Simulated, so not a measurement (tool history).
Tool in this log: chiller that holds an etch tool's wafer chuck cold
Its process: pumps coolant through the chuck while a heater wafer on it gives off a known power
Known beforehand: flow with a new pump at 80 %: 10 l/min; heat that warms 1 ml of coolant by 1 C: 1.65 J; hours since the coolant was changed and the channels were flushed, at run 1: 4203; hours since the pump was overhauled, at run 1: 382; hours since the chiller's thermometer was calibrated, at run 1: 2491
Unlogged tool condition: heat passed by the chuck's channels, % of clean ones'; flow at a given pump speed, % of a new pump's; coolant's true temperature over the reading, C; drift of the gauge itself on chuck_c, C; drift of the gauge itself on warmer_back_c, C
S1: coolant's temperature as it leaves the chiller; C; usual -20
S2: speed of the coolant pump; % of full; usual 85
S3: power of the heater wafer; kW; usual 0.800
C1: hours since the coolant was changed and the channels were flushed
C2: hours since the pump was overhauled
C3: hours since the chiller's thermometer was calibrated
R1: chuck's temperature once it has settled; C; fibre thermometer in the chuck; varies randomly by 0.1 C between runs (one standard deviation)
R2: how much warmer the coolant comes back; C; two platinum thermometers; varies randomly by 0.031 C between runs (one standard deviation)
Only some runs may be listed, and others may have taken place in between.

Run 1, hour 0.0: usual settings; C1 4203; C2 382; C3 2491. Result: R1 -13.2 C, R2 2.78 C.
Run 2, hour 16.9: usual settings; C1 4220; C2 399; C3 2508. Result: R1 -13.0 C, R2 2.68 C.
Run 3, hour 48.0: usual settings; C1 4251; C2 430; C3 2539. Result: R1 -12.9 C, R2 2.70 C.
Run 4, hour 69.8: usual settings; C1 4273; C2 452; C3 2561. Result: R1 -13.0 C, R2 2.73 C.
Run 5, hour 99.7: usual settings; C1 4303; C2 482; C3 2591. Result: R1 -13.0 C, R2 2.67 C.
Run 6, hour 116.0: usual settings; C1 4319; C2 498; C3 2607. Result: R1 -12.9 C, R2 2.73 C.
Run 7, hour 149.6: usual settings but S1 -15 C; C1 4353; C2 532; C3 2641. Result: R1 -8.1 C, R2 2.72 C.
Run 8, hour 177.7: usual settings but S1 -15 C; C1 4381; C2 560; C3 2669. Result: R1 -8.0 C, R2 2.62 C.
Run 9, hour 198.1: usual settings but S1 -15 C; C1 4401; C2 580; C3 2689. Result: R1 -8.0 C, R2 2.67 C.
At hour 218.8: chiller's thermometer calibrated.
Run 10, hour 219.2: usual settings but S1 -15 C; C1 4421; C2 601; C3 0. Result: R1 -8.0 C, R2 2.68 C.
Run 11, hour 247.5: usual settings but S1 -10 C; C1 4450; C2 629; C3 29. Result: R1 -2.8 C, R2 2.56 C.
Run 12, hour 268.3: usual settings but S1 -10 C; C1 4470; C2 650; C3 50. Result: R1 -3.0 C, R2 2.62 C.
Run 13, hour 299.0: usual settings but S1 -10 C; C1 4501; C2 680; C3 80. Result: R1 -2.9 C, R2 2.56 C.
Run 14, hour 317.7: usual settings but S1 -10 C; C1 4520; C2 699; C3 99. Result: R1 -3.0 C, R2 2.58 C.
Run 15, hour 334.0: usual settings but S1 -10 C; C1 4536; C2 715; C3 115. Result: R1 -2.9 C, R2 2.60 C.
Run 16, hour 358.2: usual settings but S2 71 % of full; C1 4560; C2 740; C3 139. Result: R1 -12.2 C, R2 3.13 C.
Run 17, hour 385.0: usual settings but S2 71 % of full; C1 4587; C2 766; C3 166. Result: R1 -12.0 C, R2 3.03 C.
Run 18, hour 419.8: usual settings but S2 71 % of full; C1 4622; C2 801; C3 201. Result: R1 -12.2 C, R2 3.05 C.
Run 19, hour 436.6: usual settings but S1 -16 C, S2 73 % of full, S3 0.777 kW; C1 4639; C2 818; C3 218. Result: R1 -8.4 C, R2 2.80 C.
Run 20, hour 462.9: usual settings but S1 -16 C, S2 73 % of full, S3 0.777 kW; C1 4665; C2 844; C3 244. Result: R1 -8.6 C, R2 2.85 C.
Run 21, hour 493.6: usual settings but S1 -16 C, S2 73 % of full, S3 0.777 kW; C1 4696; C2 875; C3 275. Result: R1 -8.7 C, R2 2.83 C.
Run 22, hour 515.1: usual settings but S1 -17 C, S2 73 % of full, S3 0.777 kW; C1 4717; C2 896; C3 296. Result: R1 -9.4 C, R2 2.86 C.
Run 23, hour 542.8: usual settings but S1 -17 C, S2 73 % of full, S3 0.777 kW; C1 4745; C2 924; C3 324. Result: R1 -9.7 C, R2 2.86 C.
Run 24, hour 566.5: usual settings but S3 0.470 kW; C1 4769; C2 948; C3 348. Result: R1 -15.9 C, R2 1.30 C.
Run 25, hour 601.4: usual settings but S3 0.933 kW; C1 4804; C2 983; C3 383. Result: R1 -11.8 C, R2 2.92 C.
Run 26, hour 618.8: usual settings but S3 0.933 kW; C1 4821; C2 1000; C3 400. Result: R1 -11.9 C, R2 2.85 C.
Run 27, hour 638.4: usual settings but S3 0.933 kW; C1 4841; C2 1020; C3 420. Result: R1 -12.0 C, R2 2.84 C.
Run 28, hour 662.9: usual settings but S2 62 % of full, S3 0.490 kW; C1 4865; C2 1044; C3 444. Result: R1 -14.9 C, R2 1.92 C.
Run 29, hour 678.1: usual settings but S2 82 % of full, S3 0.430 kW; C1 4880; C2 1059; C3 459. Result: R1 -16.1 C, R2 1.20 C.
Run 30, hour 703.9: usual settings but S1 -19 C; C1 4906; C2 1085; C3 485. Result: R1 -12.0 C, R2 2.37 C.
Run 31, hour 721.6: usual settings but S2 61 % of full, S3 0.977 kW; C1 4924; C2 1103; C3 503. Result: R1 -9.5 C, R2 4.25 C.
Run 32, hour 738.6: usual settings but S2 61 % of full, S3 0.977 kW; C1 4941; C2 1120; C3 520. Result: R1 -9.6 C, R2 4.20 C.

Pick out some run-to-run changes in R2. Of each, how much would a tool without hidden state show as well, from the settings, what came in and chance, and how much is left for the hidden state and any gauge scatter not in both results compared?
Run 2 -> 3: settings left as they were, no log entry in between. R2 +0.02 C: hidden state -0.02, all else +0.04.
Run 4 -> 5: settings left as they were, no log entry in between. R2 -0.06 C: hidden state -0.02, all else -0.04.
Run 6 -> 7: S1 -20 -> -15. R2 -0.01 C: hidden state -0.02, all else +0.01.
Run 23 -> 24: S1 -17 -> -20, S2 73 -> 85, S3 0.777 -> 0.470. R2 -1.56 C: hidden state -0.01, all else -1.55.
Run 24 -> 25: S3 0.470 -> 0.933. R2 +1.62 C: hidden state -0.01, all else +1.63.
Run 30 -> 31: S1 -19 -> -20, S2 85 -> 61, S3 0.800 -> 0.977. R2 +1.88 C: hidden state -0.01, all else +1.89.
